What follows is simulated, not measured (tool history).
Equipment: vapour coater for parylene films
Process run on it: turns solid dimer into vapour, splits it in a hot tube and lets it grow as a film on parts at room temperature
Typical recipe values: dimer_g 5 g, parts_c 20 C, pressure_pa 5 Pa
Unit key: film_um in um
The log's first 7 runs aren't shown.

| run | hour | dimer_g | parts_c | pressure_pa | film_um |
|---|---|---|---|---|---|
| 8 | 95.7 | 5 | 20 | 5 | 2.25 |
| 9 | 106 | 5 | 20 | 5 | 2.24 |
| 10 | 116.3 | 5 | 20 | 5 | 2.22 |
| 11 | 126.4 | 5 | 20 | 5 | 2.22 |
| 12 | 140.3 | 5 | 20 | 5 | 2.22 |
| 13 | 155.5 | 5 | 20 | 2.9 | 2.48 |
| 14 | 173.4 | 5 | 20 | 5 | 2.23 |
| 15 | 183.2 | 5 | 20 | 5 | 2.22 |
| 16 | 196.4 | 5 | 20 | 5 | 2.24 |
| 17 | 212.7 | 5 | 20 | 5 | 2.24 |
| 18 | 229.5 | 6 | 32 | 3.2 | 2.04 |
| 19 | 243.5 | 3 | 27 | 2.35 | 1.26 |
| 20 | 253.3 | 3 | 15 | 2.35 | 1.8 |
| 21 | 272.7 | 5 | 21 | 5 | 2.14 |
| 22 | 291.2 | 2 | 17 | 6.69 | 0.92 |
| 23 | 308.4 | 4 | 17 | 6.69 | 1.84 |
| 24 | 323 | 4 | 17 | 2.08 | 2.32 |
| 25 | 333.6 | 8 | 27 | 2.08 | 3.41 |
| 26 | 352.7 | 2 | 18 | 2.05 | 1.11 |
| 27 | 373.5 | 2 | 18 | 2.05 | 1.12 |
| 28 | 384.1 | 2 | 18 | 2.05 | 1.13 |
| 29 | 397.9 | 6 | 23 | 5 | 2.46 |
| 30 | 419.1 | 3 | 14 | 3.96 | 1.69 |

4 options for the next run, each taken on its own from the tool as it stands now. Forecast them:
| A | 435.5 | 8 | 20 | 8.88 | ? |
| B | 435.5 | 3 | 15 | 3.96 | ? |
| C | 435.5 | 6 | 20 | 3.96 | ? |
| D | 435.5 | 3 | 26 | 2.02 | ? |

| run | film_um |
|---|---|
| A | 3.17 |
| B | 1.62 |
| C | 2.8 |
| D | 1.34 |
Without the tool's hidden state the same runs would have given:
| run | film_um |
|---|---|
| A | 3.17 |
| B | 1.62 |
| C | 2.81 |
| D | 1.34 |
